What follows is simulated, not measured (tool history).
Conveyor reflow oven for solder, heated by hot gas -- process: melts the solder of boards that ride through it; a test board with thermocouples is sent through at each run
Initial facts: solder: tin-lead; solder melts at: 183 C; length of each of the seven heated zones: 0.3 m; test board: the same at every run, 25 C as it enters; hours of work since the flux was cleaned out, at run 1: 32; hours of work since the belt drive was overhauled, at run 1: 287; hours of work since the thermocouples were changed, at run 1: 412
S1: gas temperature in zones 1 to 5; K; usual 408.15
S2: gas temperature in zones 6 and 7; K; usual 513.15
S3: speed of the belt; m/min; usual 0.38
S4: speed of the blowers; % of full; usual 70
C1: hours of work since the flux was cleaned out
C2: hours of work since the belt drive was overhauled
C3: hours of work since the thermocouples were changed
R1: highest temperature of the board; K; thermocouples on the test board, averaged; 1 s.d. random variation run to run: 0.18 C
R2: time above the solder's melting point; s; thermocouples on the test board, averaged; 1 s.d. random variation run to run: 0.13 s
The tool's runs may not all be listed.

| run | day | S1 | S2 | S3 | S4 | C1 | C2 | C3 | R1 | R2 |
|---|---|---|---|---|---|---|---|---|---|---|
| 1 | 0 | 408.15 | 513.15 | 0.38 | 70 | 32 | 287 | 412 | 498.25 | 77.6 |
| 2 | 0.662 | 408.15 | 513.15 | 0.38 | 70 | 42 | 297 | 422 | 497.85 | 77.6 |
| 3 | 1.388 | 408.15 | 513.15 | 0.303 | 70 | 53 | 308 | 433 | 504.15 | 103.6 |
| 4 | 1.767 | 408.15 | 513.15 | 0.303 | 70 | 59 | 314 | 439 | 503.45 | 103.9 |
|  | 2.017 | flux residue cleaned out of gas plates and filters |
| 5 | 2.662 | 408.15 | 513.15 | 0.446 | 70 | 10 | 324 | 449 | 492.85 | 61.3 |
| 6 | 3.017 | 408.15 | 513.15 | 0.446 | 70 | 15 | 330 | 455 | 492.65 | 61.3 |
| 7 | 3.538 | 408.15 | 513.15 | 0.446 | 70 | 23 | 337 | 463 | 492.75 | 61.2 |
| 8 | 4.104 | 408.15 | 513.15 | 0.446 | 70 | 31 | 346 | 471 | 492.05 | 61.1 |
| 9 | 4.875 | 422.15 | 504.15 | 0.38 | 70 | 43 | 358 | 483 | 491.65 | 79 |
| 10 | 5.338 | 394.15 | 518.15 | 0.417 | 64 | 50 | 365 | 490 | 494.45 | 61.9 |
| 11 | 5.8 | 412.15 | 513.15 | 0.389 | 70 | 57 | 372 | 497 | 497.35 | 76.7 |
|  | 6.762 | flux residue cleaned out of gas plates and filters, once more |
| 12 | 6.771 | 412.15 | 522.15 | 0.389 | 59 | 0 | 383 | 508 | 502.65 | 80.4 |

Forecast each of these 4 alternatives for the next run:
| A | 7.212 | 402.15 | 522.15 | 0.389 | 59 | 7 | 390 | 515 | ? | ? |
| B | 7.212 | 402.15 | 522.15 | 0.389 | 59 | 7 | 390 | 515 | ? | ? |
| C | 7.212 | 412.15 | 513.15 | 0.389 | 59 | 7 | 390 | 515 | ? | ? |
| D | 7.212 | 410.15 | 513.15 | 0.38 | 70 | 7 | 390 | 515 | ? | ? |

| run | R1 | R2 |
|---|---|---|
| A | 501.15 | 75.3 |
| B | 501.05 | 75.1 |
| C | 495.15 | 74.4 |
| D | 498.45 | 79.1 |
Take away the tool's hidden state, keep each run's random variation, and the runs would have read:
| run | R1 | R2 |
|---|---|---|
| A | 501.85 | 75.1 |
| B | 501.65 | 74.9 |
| C | 495.85 | 74.2 |
| D | 499.25 | 78.9 |
